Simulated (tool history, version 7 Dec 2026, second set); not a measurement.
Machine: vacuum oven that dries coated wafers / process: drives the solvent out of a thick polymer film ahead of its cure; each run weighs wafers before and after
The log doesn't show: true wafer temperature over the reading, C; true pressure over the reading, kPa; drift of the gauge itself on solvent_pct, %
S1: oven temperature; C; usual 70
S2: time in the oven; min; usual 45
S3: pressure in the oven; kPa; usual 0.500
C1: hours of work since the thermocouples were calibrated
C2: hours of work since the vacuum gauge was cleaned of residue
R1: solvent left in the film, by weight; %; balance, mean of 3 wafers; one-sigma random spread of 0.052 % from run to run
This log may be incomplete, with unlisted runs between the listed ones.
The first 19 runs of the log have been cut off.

{"run": 20, "hour": 729.0, "S1": 70, "S2": 24, "S3": 0.5, "C1": 790, "C2": 790, "R1": 3.94}
{"run": 21, "hour": 754.1, "S1": 70, "S2": 45, "S3": 1.157, "C1": 801, "C2": 801, "R1": 2.14}
{"run": 22, "hour": 784.8, "S1": 70, "S2": 45, "S3": 0.5, "C1": 814, "C2": 814, "R1": 1.53}
{"run": 23, "hour": 819.0, "S1": 70, "S2": 45, "S3": 0.5, "C1": 829, "C2": 829, "R1": 1.52}
{"run": 24, "hour": 866.2, "S1": 70, "S2": 45, "S3": 0.5, "C1": 850, "C2": 850, "R1": 1.5}
{"run": 25, "hour": 919.0, "S1": 62, "S2": 45, "S3": 0.742, "C1": 874, "C2": 874, "R1": 4.42}
{"run": 26, "hour": 966.3, "S1": 80, "S2": 49, "S3": 0.638, "C1": 895, "C2": 895, "R1": 0.62}
{"run": 27, "hour": 998.7, "S1": 81, "S2": 29, "S3": 0.5, "C1": 909, "C2": 909, "R1": 0.7}
{"run": 28, "hour": 1020.9, "S1": 70, "S2": 29, "S3": 1.621, "C1": 919, "C2": 919, "R1": 3.95}
{"run": 29, "hour": 1065.2, "S1": 70, "S2": 25, "S3": 0.417, "C1": 938, "C2": 938, "R1": 3.54}
{"run": 30, "hour": 1114.9, "S1": 69, "S2": 59, "S3": 0.5, "C1": 960, "C2": 960, "R1": 1.27}
{"run": 31, "hour": 1160.5, "S1": 60, "S2": 59, "S3": 0.5, "C1": 981, "C2": 981, "R1": 3.39}
{"run": 32, "hour": 1213.6, "S1": 55, "S2": 45, "S3": 0.5, "C1": 1004, "C2": 1004, "R1": 7.18}
{"run": 33, "hour": 1241.8, "S1": 55, "S2": 45, "S3": 0.5, "C1": 1017, "C2": 1017, "R1": 7.03}
{"run": 34, "hour": 1265.8, "S1": 74, "S2": 45, "S3": 1.432, "C1": 1027, "C2": 1027, "R1": 1.66}
{"run": 35, "hour": 1297.8, "S1": 77, "S2": 38, "S3": 1.722, "C1": 1041, "C2": 1041, "R1": 1.75}
{"run": 36, "hour": 1320.4, "S1": 83, "S2": 25, "S3": 1.722, "C1": 1051, "C2": 1051, "R1": 1.41}
{"run": 37, "hour": 1366.5, "S1": 77, "S2": 31, "S3": 1.995, "C1": 1072, "C2": 1072, "R1": 2.09}
{"run": 38, "hour": 1411.0, "S1": 77, "S2": 31, "S3": 1.995, "C1": 1092, "C2": 1092, "R1": 2.2}
{"run": 39, "hour": 1463.6, "S1": 66, "S2": 45, "S3": 0.5, "C1": 1115, "C2": 1115, "R1": 2.55}
{"run": 40, "hour": 1495.6, "S1": 70, "S2": 37, "S3": 0.31, "C1": 1129, "C2": 1129, "R1": 1.87}
{"run": 41, "hour": 1530.0, "S1": 77, "S2": 37, "S3": 1.247, "C1": 1144, "C2": 1144, "R1": 1.38}
{"run": 42, "hour": 1561.6, "S1": 80, "S2": 30, "S3": 0.379, "C1": 1158, "C2": 1158, "R1": 0.75}
{"run": 43, "hour": 1611.0, "S1": 63, "S2": 46, "S3": 1.247, "C1": 1180, "C2": 1180, "R1": 4.27}

What does the tool deliver on the next run?
{"run": 44, "hour": 1662.3, "S1": 63, "S2": 46, "S3": 1.247, "C1": 1203, "C2": 1203, "R1": "?"}

{"run 44": {"R1": 4.32}}
Were there no unlogged condition in the tool, this run, its random variation unchanged, would have produced R1 4.43 %.

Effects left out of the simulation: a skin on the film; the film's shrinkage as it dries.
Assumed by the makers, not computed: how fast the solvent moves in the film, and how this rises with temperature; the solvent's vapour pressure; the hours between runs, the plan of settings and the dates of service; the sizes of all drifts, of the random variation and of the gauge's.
